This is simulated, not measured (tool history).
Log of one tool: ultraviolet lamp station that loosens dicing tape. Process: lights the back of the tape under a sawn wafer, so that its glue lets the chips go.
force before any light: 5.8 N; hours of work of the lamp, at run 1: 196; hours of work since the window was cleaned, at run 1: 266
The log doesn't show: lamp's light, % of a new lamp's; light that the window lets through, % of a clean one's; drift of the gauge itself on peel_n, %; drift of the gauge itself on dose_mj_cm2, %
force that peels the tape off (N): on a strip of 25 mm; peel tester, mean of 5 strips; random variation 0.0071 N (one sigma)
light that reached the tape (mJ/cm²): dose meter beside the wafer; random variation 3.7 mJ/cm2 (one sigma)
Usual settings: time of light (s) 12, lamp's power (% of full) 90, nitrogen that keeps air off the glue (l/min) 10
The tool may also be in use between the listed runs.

run	hour	time of light (s)	lamp's power (% of full)	nitrogen that keeps air off the glue (l/min)	hours of work of the lamp	hours of work since the window was cleaned	force that peels the tape off (N)	light that reached the tape (mJ/cm²)
1	0	12	90	10	196	266	0.251	613
# hour 19.6: window cleaned of glue's vapour
2	44.5	12	95	10	226	17	0.229	667
3	96.3	12	95	10	262	53	0.24	655
4	154.6	12	95	10	303	94	0.24	659
5	240.6	12	95	10	363	154	0.229	654
6	284.3	12	90	12	393	184	0.236	620
7	340.9	12	90	12	433	223	0.228	620
# hour 428.8: window cleaned of glue's vapour
8	432.1	12	90	12	496	2	0.235	612
9	486	12	90	10	533	40	0.259	616
10	551.6	12	90	10	579	85	0.24	620
11	626.4	12	90	10	631	137	0.249	616
# hour 706.3: lamp changed
12	708.8	12	73	10	2	194	0.401	500
13	770.5	12	73	10	45	237	0.388	497
# hour 836.3: window cleaned of glue's vapour
14	850.3	12	73	10	100	10	0.39	496
15	892.7	12	90	15	129	39	0.194	609
16	957.6	12	90	15	174	84	0.203	617
17	1004	12	90	15	207	117	0.203	612
18	1044.1	11	90	10	235	145	0.286	552
19	1091.3	11	90	10	267	177	0.304	563
20	1142.7	11	90	10	303	213	0.307	555
21	1213.4	23	80	10	352	262	0.134	1047
# hour 1241.4: window cleaned of glue's vapour
22	1279.6	6	80	10	398	27	1.172	268
23	1317.5	6	80	10	424	53	1.166	272
24	1392.4	6	80	10	476	105	1.185	274
25	1430.3	9	90	18	503	131	0.325	454
26	1472.3	6	85	8	532	161	1.246	287
27	1541.3	9	90	3	580	209	1.054	452
28	1610.2	7	93	3	628	257	1.497	366
# hour 1646.2: window cleaned of glue's vapour
29	1654.6	12	90	3	659	6	0.64	611
# hour 1697.5: lamp changed
30	1728.3	12	90	3	21	56	0.641	609
31	1795.5	12	90	3	68	103	0.655	614
32	1869.3	15	68	18	119	154	0.197	576
33	1945.6	11	90	11	173	208	0.283	554
34	2016.5	6	64	8	222	257	1.744	214
# hour 2050.6: window cleaned of glue's vapour
35	2096.7	12	81	10	277	32	0.304	548
36	2167.4	12	81	10	327	81	0.318	545
37	2243.5	9	81	10	379	134	0.573	404

3 ways to go on from here, each from the tool as it stands after run 37. What would each give?
A	2298.8	9	81	8	418	173	?	?
B	2298.8	23	62	4	418	173	?	?
C	2298.8	12	90	4	418	173	?	?

run	force that peels the tape off (N)	light that reached the tape (mJ/cm²)
A	0.669	410
B	0.306	793
C	0.523	599
Without the tool's hidden state the same runs would have given:
run	force that peels the tape off (N)	light that reached the tape (mJ/cm²)
A	0.666	423
B	0.305	818
C	0.521	619
